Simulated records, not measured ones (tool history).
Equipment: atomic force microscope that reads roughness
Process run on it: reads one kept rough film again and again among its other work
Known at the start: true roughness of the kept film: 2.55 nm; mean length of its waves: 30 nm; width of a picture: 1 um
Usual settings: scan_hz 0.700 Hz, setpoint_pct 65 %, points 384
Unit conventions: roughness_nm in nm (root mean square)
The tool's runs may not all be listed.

run	hour	scan_hz	setpoint_pct	points	roughness_nm
1	0.0	0.700	65	384	1.935
2	12.8	0.700	65	584	1.918
3	25.9	0.700	65	584	1.888
4	37.4	0.700	85	384	1.784
# hour 40.7: new tip fitted
5	47.4	0.700	85	384	2.127
6	54.3	0.700	65	384	2.249
7	68.3	0.700	65	384	2.224
8	77.3	0.700	65	384	2.202
9	89.7	0.700	65	384	2.170
10	102.8	0.700	60	384	2.181
# hour 105.0: height scale calibrated on a step standard
11	115.6	0.700	60	384	2.135
12	126.2	0.700	60	384	2.128
13	140.1	0.700	60	384	2.102
# hour 146.4: height scale calibrated on a step standard, once more
14	150.2	0.700	65	384	2.085
15	159.6	1.441	65	384	2.005
16	171.1	0.700	65	384	2.054
17	180.6	0.700	58	384	2.041
18	187.8	0.554	65	325	2.023
19	200.8	0.886	67	257	1.970
20	207.3	0.886	68	257	1.942
21	219.4	2.682	65	403	1.831
22	230.1	1.198	65	923	1.912
23	240.7	1.953	63	839	1.869
24	254.7	2.653	63	839	1.805
25	265.0	0.700	83	716	1.817
26	276.3	0.700	83	716	1.820
27	285.9	0.700	65	994	1.887
# hour 291.7: new tip fitted
28	299.0	0.700	86	426	2.122
29	311.2	0.761	65	384	2.229
30	320.3	0.761	65	384	2.214
31	327.0	0.761	65	384	2.178
32	336.4	0.761	65	384	2.182
33	346.2	0.537	65	448	2.185

Subtracting, for every run, the result it would have given without the tool's unlogged condition from the measured result gives the following. The same run-to-run variation enters both numbers; the gauge's scatter may not:
Hidden conditions of the tool in this case: radius of the tip, nm; height scale over the true one, %; drift of the gauge itself on roughness_nm, %.
run	roughness_nm
1	-0.346
2	-0.363
3	-0.380
4	-0.375
5	-0.020
6	-0.033
7	-0.062
8	-0.079
9	-0.101
10	-0.128
11	-0.151
12	-0.173
13	-0.194
14	-0.196
15	-0.207
16	-0.232
17	-0.249
18	-0.260
19	-0.272
20	-0.281
21	-0.282
22	-0.315
23	-0.326
24	-0.335
25	-0.353
26	-0.371
27	-0.399
28	-0.023
29	-0.049
30	-0.067
31	-0.078
32	-0.096
33	-0.115
